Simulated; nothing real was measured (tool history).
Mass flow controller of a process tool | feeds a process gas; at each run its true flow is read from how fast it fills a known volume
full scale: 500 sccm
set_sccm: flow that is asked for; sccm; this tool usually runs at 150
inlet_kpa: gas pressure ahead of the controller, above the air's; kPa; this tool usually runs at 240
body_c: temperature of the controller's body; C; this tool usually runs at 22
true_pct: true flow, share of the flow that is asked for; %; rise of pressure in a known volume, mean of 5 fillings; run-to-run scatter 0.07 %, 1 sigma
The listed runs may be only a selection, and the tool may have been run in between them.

{"run": 1, "hour": 0.0, "set_sccm": 150, "inlet_kpa": 240, "body_c": 22, "true_pct": 97.74}
{"run": 2, "hour": 70.7, "set_sccm": 150, "inlet_kpa": 240, "body_c": 32, "true_pct": 98.27}
{"run": 3, "hour": 146.2, "set_sccm": 346, "inlet_kpa": 240, "body_c": 32, "true_pct": 99.37}
{"run": 4, "hour": 193.7, "set_sccm": 150, "inlet_kpa": 161, "body_c": 22, "true_pct": 98.03}
{"run": 5, "hour": 244.0, "set_sccm": 150, "inlet_kpa": 161, "body_c": 22, "true_pct": 98.03}
{"run": 6, "hour": 328.7, "set_sccm": 150, "inlet_kpa": 150, "body_c": 22, "true_pct": 98.07}
{"run": 7, "hour": 404.9, "set_sccm": 150, "inlet_kpa": 240, "body_c": 24, "true_pct": 98.03}
{"run": 8, "hour": 446.8, "set_sccm": 150, "inlet_kpa": 240, "body_c": 24, "true_pct": 97.83}
{"run": 9, "hour": 524.5, "set_sccm": 150, "inlet_kpa": 240, "body_c": 24, "true_pct": 97.92}
{"run": 10, "hour": 590.5, "set_sccm": 324, "inlet_kpa": 240, "body_c": 22, "true_pct": 99}
{"run": 11, "hour": 640.7, "set_sccm": 150, "inlet_kpa": 240, "body_c": 22, "true_pct": 97.75}
{"run": 12, "hour": 688.1, "set_sccm": 150, "inlet_kpa": 240, "body_c": 22, "true_pct": 97.89}
{"run": 13, "hour": 757.2, "set_sccm": 145, "inlet_kpa": 241, "body_c": 22, "true_pct": 97.67}
{"run": 14, "hour": 838.1, "set_sccm": 69, "inlet_kpa": 191, "body_c": 25, "true_pct": 97.27}
{"run": 15, "hour": 888.8, "set_sccm": 69, "inlet_kpa": 145, "body_c": 21, "true_pct": 97.06}
{"run": 16, "hour": 986.9, "set_sccm": 317, "inlet_kpa": 240, "body_c": 22, "true_pct": 98.84}
{"run": 17, "hour": 1043.8, "set_sccm": 120, "inlet_kpa": 196, "body_c": 22, "true_pct": 97.6}
{"run": 18, "hour": 1106.5, "set_sccm": 120, "inlet_kpa": 196, "body_c": 22, "true_pct": 97.59}
{"run": 19, "hour": 1168.5, "set_sccm": 120, "inlet_kpa": 196, "body_c": 22, "true_pct": 97.65}
{"run": 20, "hour": 1216.7, "set_sccm": 150, "inlet_kpa": 159, "body_c": 32, "true_pct": 98.39}
{"run": 21, "hour": 1289.3, "set_sccm": 130, "inlet_kpa": 196, "body_c": 28, "true_pct": 97.86}
{"run": 22, "hour": 1388.3, "set_sccm": 54, "inlet_kpa": 196, "body_c": 28, "true_pct": 96.9}
{"run": 23, "hour": 1485.4, "set_sccm": 81, "inlet_kpa": 201, "body_c": 22, "true_pct": 97.2}

What if the next run were any one of these 4? Each begins from the tool's condition after run 23:
{"run": "A", "hour": 1583.3, "set_sccm": 111, "inlet_kpa": 200, "body_c": 34, "true_pct": "?"}
{"run": "B", "hour": 1583.3, "set_sccm": 66, "inlet_kpa": 212, "body_c": 24, "true_pct": "?"}
{"run": "C", "hour": 1583.3, "set_sccm": 122, "inlet_kpa": 240, "body_c": 26, "true_pct": "?"}
{"run": "D", "hour": 1583.3, "set_sccm": 211, "inlet_kpa": 208, "body_c": 23, "true_pct": "?"}

run=A true_pct=98
run=B true_pct=96.93
run=C true_pct=97.74
run=D true_pct=98.27
Without the tool's unlogged condition, the same runs would have read:
run=A true_pct=98.3
run=B true_pct=97.59
run=C true_pct=97.99
run=D true_pct=98.32
